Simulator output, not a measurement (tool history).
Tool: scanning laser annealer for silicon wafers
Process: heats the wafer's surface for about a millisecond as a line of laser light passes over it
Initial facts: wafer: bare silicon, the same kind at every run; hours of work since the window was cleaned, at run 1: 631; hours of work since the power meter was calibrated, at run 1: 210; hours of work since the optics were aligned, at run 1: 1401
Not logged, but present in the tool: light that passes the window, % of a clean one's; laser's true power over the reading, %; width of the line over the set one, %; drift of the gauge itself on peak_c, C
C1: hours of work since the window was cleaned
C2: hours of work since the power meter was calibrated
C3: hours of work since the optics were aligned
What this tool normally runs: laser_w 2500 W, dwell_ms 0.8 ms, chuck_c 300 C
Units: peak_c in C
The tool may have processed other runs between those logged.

run 1 hour=0 | laser_w=2500 dwell_ms=0.8 chuck_c=300 | C1=631 C2=210 C3=1401 | peak_c=1074
run 2 hour=11.3 | laser_w=2500 dwell_ms=0.8 chuck_c=300 | C1=638 C2=217 C3=1408 | peak_c=1075
run 3 hour=26.9 | laser_w=2500 dwell_ms=0.8 chuck_c=300 | C1=647 C2=227 C3=1418 | peak_c=1071
run 4 hour=42.9 | laser_w=2500 dwell_ms=0.8 chuck_c=301 | C1=657 C2=237 C3=1427 | peak_c=1073
run 5 hour=58.1 | laser_w=2500 dwell_ms=0.8 chuck_c=301 | C1=666 C2=246 C3=1437 | peak_c=1074
-- hour=73.7 optics aligned, line set to its width
run 6 hour=74.4 | laser_w=2500 dwell_ms=0.8 chuck_c=301 | C1=673 C2=253 C3=0 | peak_c=1084
run 7 hour=83.1 | laser_w=2500 dwell_ms=0.8 chuck_c=300 | C1=678 C2=258 C3=6 | peak_c=1083
run 8 hour=92 | laser_w=2307 dwell_ms=0.8 chuck_c=300 | C1=684 C2=263 C3=11 | peak_c=1003
run 9 hour=108.8 | laser_w=2307 dwell_ms=0.8 chuck_c=300 | C1=694 C2=274 C3=21 | peak_c=1005
run 10 hour=125.4 | laser_w=2307 dwell_ms=0.8 chuck_c=300 | C1=704 C2=284 C3=32 | peak_c=1005
run 11 hour=133.5 | laser_w=2307 dwell_ms=0.8 chuck_c=300 | C1=709 C2=289 C3=36 | peak_c=1003
run 12 hour=150.2 | laser_w=2365 dwell_ms=0.647 chuck_c=300 | C1=719 C2=299 C3=47 | peak_c=939
run 13 hour=163.9 | laser_w=2365 dwell_ms=0.647 chuck_c=300 | C1=728 C2=307 C3=55 | peak_c=941
run 14 hour=179.4 | laser_w=2365 dwell_ms=0.647 chuck_c=300 | C1=737 C2=317 C3=64 | peak_c=939
run 15 hour=191.1 | laser_w=2160 dwell_ms=0.8 chuck_c=300 | C1=744 C2=324 C3=72 | peak_c=943
run 16 hour=207.9 | laser_w=2632 dwell_ms=0.826 chuck_c=264 | C1=754 C2=334 C3=82 | peak_c=1116
run 17 hour=220.5 | laser_w=2534 dwell_ms=0.706 chuck_c=281 | C1=762 C2=342 C3=90 | peak_c=1026

Pick out some run-to-run changes in peak_c. Of each, how much would a tool without hidden state show as well, from the settings, what came in and chance, and how much is left for the hidden state and any gauge scatter not in both results compared?
Run 5 -> 6: optics aligned, line set to its width. peak_c +10 C: hidden state +13, all else -3.
Run 15 -> 16: laser_w 2160 -> 2632, dwell_ms 0.8 -> 0.826, chuck_c 300 -> 264. peak_c +173 C: hidden state -8, all else +181.
